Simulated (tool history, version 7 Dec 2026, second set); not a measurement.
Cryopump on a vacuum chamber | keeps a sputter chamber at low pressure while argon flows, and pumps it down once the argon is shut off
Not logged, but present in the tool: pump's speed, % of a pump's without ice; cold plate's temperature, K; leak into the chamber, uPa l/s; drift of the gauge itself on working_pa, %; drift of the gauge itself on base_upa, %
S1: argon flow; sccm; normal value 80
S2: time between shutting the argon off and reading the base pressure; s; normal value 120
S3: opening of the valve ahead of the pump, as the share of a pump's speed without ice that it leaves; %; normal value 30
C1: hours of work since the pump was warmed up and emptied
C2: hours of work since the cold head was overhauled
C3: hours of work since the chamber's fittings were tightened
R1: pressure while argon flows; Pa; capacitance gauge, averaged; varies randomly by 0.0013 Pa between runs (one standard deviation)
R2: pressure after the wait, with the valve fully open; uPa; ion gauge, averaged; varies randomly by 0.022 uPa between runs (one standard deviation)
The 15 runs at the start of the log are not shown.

Run 16, hour 195.3: usual settings; C1 475; C2 475; C3 1016. Result: R1 0.3059 Pa, R2 0.86 uPa.
Run 17, hour 206.6: usual settings; C1 481; C2 481; C3 1022. Result: R1 0.3072 Pa, R2 0.88 uPa.
Run 18, hour 218.5: usual settings but S3 20 %; C1 487; C2 487; C3 1028. Result: R1 0.4499 Pa, R2 0.87 uPa.
Run 19, hour 231.3: usual settings but S3 20 %; C1 494; C2 494; C3 1035. Result: R1 0.4504 Pa, R2 0.91 uPa.
Run 20, hour 245.6: usual settings but S1 41 sccm, S2 46 s, S3 19 %; C1 502; C2 502; C3 1043. Result: R1 0.2438 Pa, R2 1.39 uPa.
Run 21, hour 258.0: usual settings but S1 128 sccm, S2 108 s, S3 19 %; C1 508; C2 508; C3 1049. Result: R1 0.7632 Pa, R2 0.92 uPa.
Run 22, hour 266.0: usual settings but S1 39 sccm; C1 513; C2 513; C3 1053. Result: R1 0.1497 Pa, R2 0.84 uPa.
Run 23, hour 284.9: usual settings but S1 89 sccm; C1 523; C2 523; C3 1063. Result: R1 0.3479 Pa, R2 0.87 uPa.
Run 24, hour 296.7: usual settings but S1 56 sccm, S3 43 %; C1 529; C2 529; C3 1070. Result: R1 0.1529 Pa, R2 0.92 uPa.
Run 25, hour 312.1: usual settings but S1 56 sccm, S3 43 %; C1 537; C2 537; C3 1078. Result: R1 0.1560 Pa, R2 0.89 uPa.
Run 26, hour 324.2: usual settings but S1 56 sccm, S3 43 %; C1 544; C2 544; C3 1085. Result: R1 0.1579 Pa, R2 0.90 uPa.
Run 27, hour 343.8: usual settings but S1 60 sccm, S2 290 s, S3 35 %; C1 554; C2 554; C3 1095. Result: R1 0.2024 Pa, R2 0.74 uPa.
Run 28, hour 361.1: usual settings but S1 100 sccm, S2 156 s, S3 35 %; C1 563; C2 563; C3 1104. Result: R1 0.3359 Pa, R2 0.82 uPa.
Run 29, hour 369.2: usual settings but S1 100 sccm, S2 156 s, S3 35 %; C1 568; C2 568; C3 1109. Result: R1 0.3373 Pa, R2 0.84 uPa.
Run 30, hour 379.9: usual settings but S1 100 sccm, S2 156 s, S3 35 %; C1 573; C2 573; C3 1114. Result: R1 0.3363 Pa, R2 0.80 uPa.
Run 31, hour 398.4: usual settings but S1 93 sccm, S2 156 s, S3 35 %; C1 583; C2 583; C3 1124. Result: R1 0.3139 Pa, R2 0.85 uPa.
Run 32, hour 416.8: usual settings but S1 93 sccm, S2 24 s, S3 23 %; C1 593; C2 593; C3 1134. Result: R1 0.4635 Pa, R2 2.25 uPa.
Run 33, hour 433.6: usual settings but S1 48 sccm, S2 298 s, S3 41 %; C1 602; C2 602; C3 1143. Result: R1 0.1402 Pa, R2 0.69 uPa.
Run 34, hour 444.2: usual settings but S1 48 sccm, S2 298 s, S3 41 %; C1 608; C2 608; C3 1149. Result: R1 0.1410 Pa, R2 0.71 uPa.
Run 35, hour 452.2: usual settings but S2 32 s; C1 612; C2 612; C3 1153. Result: R1 0.3117 Pa, R2 1.86 uPa.

3 ways to go on from here, each from the tool as it stands after run 35. What would each give?
Run A, hour 470.9: usual settings but S1 147 sccm, S2 152 s; C1 622; C2 622; C3 1163. Result: R1 ?, R2 ?.
Run B, hour 470.9: usual settings but S1 58 sccm, S2 104 s, S3 24 %; C1 622; C2 622; C3 1163. Result: R1 ?, R2 ?.
Run C, hour 470.9: usual settings but S3 24 %; C1 622; C2 622; C3 1163. Result: R1 ?, R2 ?.

run      R1    R2
  A  0.5741  0.83
  B  0.2780  0.98
  C  0.3866  0.94
The same runs, with their run-to-run variation unchanged, on a tool lacking any hidden condition would have given:
run      R1    R2
  A  0.5274  0.43
  B  0.2596  0.57
  C  0.3610  0.54
